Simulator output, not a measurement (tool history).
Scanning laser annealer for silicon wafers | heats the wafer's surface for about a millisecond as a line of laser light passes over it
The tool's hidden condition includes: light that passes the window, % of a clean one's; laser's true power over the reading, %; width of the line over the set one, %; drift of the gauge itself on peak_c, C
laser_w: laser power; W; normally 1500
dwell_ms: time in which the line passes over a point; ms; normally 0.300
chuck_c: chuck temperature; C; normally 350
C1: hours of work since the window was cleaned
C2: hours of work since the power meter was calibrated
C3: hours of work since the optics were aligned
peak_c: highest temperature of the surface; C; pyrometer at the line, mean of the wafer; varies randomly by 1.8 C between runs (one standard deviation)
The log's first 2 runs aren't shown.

{"run": 3, "hour": 40.7, "laser_w": 1488, "dwell_ms": 0.284, "chuck_c": 350, "C1": 258, "C2": 414, "C3": 1030, "peak_c": 1019}
{"run": 4, "hour": 65.6, "laser_w": 1488, "dwell_ms": 0.284, "chuck_c": 350, "C1": 269, "C2": 425, "C3": 1041, "peak_c": 1015}
{"run": 5, "hour": 93.2, "laser_w": 1488, "dwell_ms": 0.284, "chuck_c": 350, "C1": 281, "C2": 437, "C3": 1053, "peak_c": 1012}
{"run": 6, "hour": 122.4, "laser_w": 1500, "dwell_ms": 0.275, "chuck_c": 350, "C1": 294, "C2": 450, "C3": 1066, "peak_c": 1005}
{"run": 7, "hour": 146.0, "laser_w": 1500, "dwell_ms": 0.275, "chuck_c": 350, "C1": 304, "C2": 460, "C3": 1077, "peak_c": 1004}
{"run": 8, "hour": 170.3, "laser_w": 1500, "dwell_ms": 0.275, "chuck_c": 350, "C1": 315, "C2": 471, "C3": 1087, "peak_c": 1004}
{"run": 9, "hour": 196.9, "laser_w": 1500, "dwell_ms": 0.275, "chuck_c": 350, "C1": 326, "C2": 482, "C3": 1099, "peak_c": 1007}
{"run": 10, "hour": 226.2, "laser_w": 1500, "dwell_ms": 0.3, "chuck_c": 321, "C1": 339, "C2": 495, "C3": 1112, "peak_c": 1001}
{"run": 11, "hour": 253.4, "laser_w": 1500, "dwell_ms": 0.3, "chuck_c": 321, "C1": 351, "C2": 507, "C3": 1124, "peak_c": 1001}
{"hour": 277.9, "done": "optics aligned, line set to its width"}
{"run": 12, "hour": 285.4, "laser_w": 1500, "dwell_ms": 0.3, "chuck_c": 321, "C1": 363, "C2": 519, "C3": 3, "peak_c": 1007}
{"run": 13, "hour": 305.4, "laser_w": 1500, "dwell_ms": 0.3, "chuck_c": 321, "C1": 372, "C2": 528, "C3": 12, "peak_c": 1008}
{"run": 14, "hour": 335.6, "laser_w": 1500, "dwell_ms": 0.3, "chuck_c": 321, "C1": 385, "C2": 541, "C3": 25, "peak_c": 1006}
{"run": 15, "hour": 353.1, "laser_w": 1500, "dwell_ms": 0.3, "chuck_c": 321, "C1": 393, "C2": 549, "C3": 33, "peak_c": 1003}
{"run": 16, "hour": 367.0, "laser_w": 1500, "dwell_ms": 0.3, "chuck_c": 321, "C1": 399, "C2": 555, "C3": 39, "peak_c": 1002}
{"run": 17, "hour": 387.6, "laser_w": 1500, "dwell_ms": 0.3, "chuck_c": 321, "C1": 408, "C2": 564, "C3": 48, "peak_c": 1005}
{"run": 18, "hour": 416.6, "laser_w": 1500, "dwell_ms": 0.3, "chuck_c": 321, "C1": 421, "C2": 577, "C3": 61, "peak_c": 1002}
{"run": 19, "hour": 448.5, "laser_w": 1500, "dwell_ms": 0.3, "chuck_c": 321, "C1": 435, "C2": 591, "C3": 75, "peak_c": 1004}
{"run": 20, "hour": 476.1, "laser_w": 1500, "dwell_ms": 0.3, "chuck_c": 350, "C1": 447, "C2": 603, "C3": 87, "peak_c": 1030}
{"run": 21, "hour": 498.4, "laser_w": 1500, "dwell_ms": 0.3, "chuck_c": 350, "C1": 457, "C2": 613, "C3": 97, "peak_c": 1031}
{"run": 22, "hour": 517.3, "laser_w": 1367, "dwell_ms": 0.3, "chuck_c": 350, "C1": 465, "C2": 621, "C3": 105, "peak_c": 973}

Run 23 is up next; what results do you expect?
{"hour": 525.3, "done": "window over the wafer cleaned"}
{"run": 23, "hour": 549.7, "laser_w": 1352, "dwell_ms": 0.275, "chuck_c": 368, "C1": 11, "C2": 634, "C3": 119, "peak_c": "?"}

peak_c: 984 C
Minus the tool's unlogged condition, the same run would have read peak_c 987 C.
